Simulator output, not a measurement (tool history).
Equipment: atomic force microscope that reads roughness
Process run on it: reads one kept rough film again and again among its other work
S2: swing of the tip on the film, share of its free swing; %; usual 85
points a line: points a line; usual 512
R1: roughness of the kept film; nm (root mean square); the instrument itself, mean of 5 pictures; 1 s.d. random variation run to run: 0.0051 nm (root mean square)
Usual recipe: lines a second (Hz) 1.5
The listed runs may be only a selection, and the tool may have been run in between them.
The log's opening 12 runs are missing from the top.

{"run": 13, "hour": 95.0, "lines a second (Hz)": 0.76, "S2": 85, "points a line": 512, "R1": 0.844}
{"run": 14, "hour": 102.2, "lines a second (Hz)": 0.76, "S2": 85, "points a line": 512, "R1": 0.851}
{"run": 15, "hour": 109.5, "lines a second (Hz)": 1.5, "S2": 74, "points a line": 512, "R1": 0.829}
{"run": 16, "hour": 119.0, "lines a second (Hz)": 1.5, "S2": 72, "points a line": 512, "R1": 0.817}
{"run": 17, "hour": 127.2, "lines a second (Hz)": 1.5, "S2": 76, "points a line": 512, "R1": 0.812}
{"run": 18, "hour": 132.4, "lines a second (Hz)": 1.5, "S2": 76, "points a line": 512, "R1": 0.815}
{"hour": 138.6, "done": "new tip fitted"}
{"run": 19, "hour": 142.3, "lines a second (Hz)": 1.5, "S2": 76, "points a line": 512, "R1": 0.847}
{"run": 20, "hour": 151.8, "lines a second (Hz)": 1.5, "S2": 76, "points a line": 512, "R1": 0.847}
{"run": 21, "hour": 163.9, "lines a second (Hz)": 1.5, "S2": 85, "points a line": 512, "R1": 0.794}
{"run": 22, "hour": 175.4, "lines a second (Hz)": 1.5, "S2": 85, "points a line": 512, "R1": 0.79}
{"run": 23, "hour": 186.9, "lines a second (Hz)": 1.5, "S2": 85, "points a line": 512, "R1": 0.793}
{"run": 24, "hour": 198.5, "lines a second (Hz)": 1.5, "S2": 81, "points a line": 512, "R1": 0.799}
{"run": 25, "hour": 203.8, "lines a second (Hz)": 0.66, "S2": 67, "points a line": 388, "R1": 0.899}

Run 26 is up next; what results do you expect?
{"run": 26, "hour": 210.7, "lines a second (Hz)": 0.66, "S2": 67, "points a line": 388, "R1": "?"}

Run 26 measured R1 0.896 nm (root mean square).
If the tool had no hidden condition, the same run with the same run-to-run variation would have returned R1 0.935 nm (root mean square).
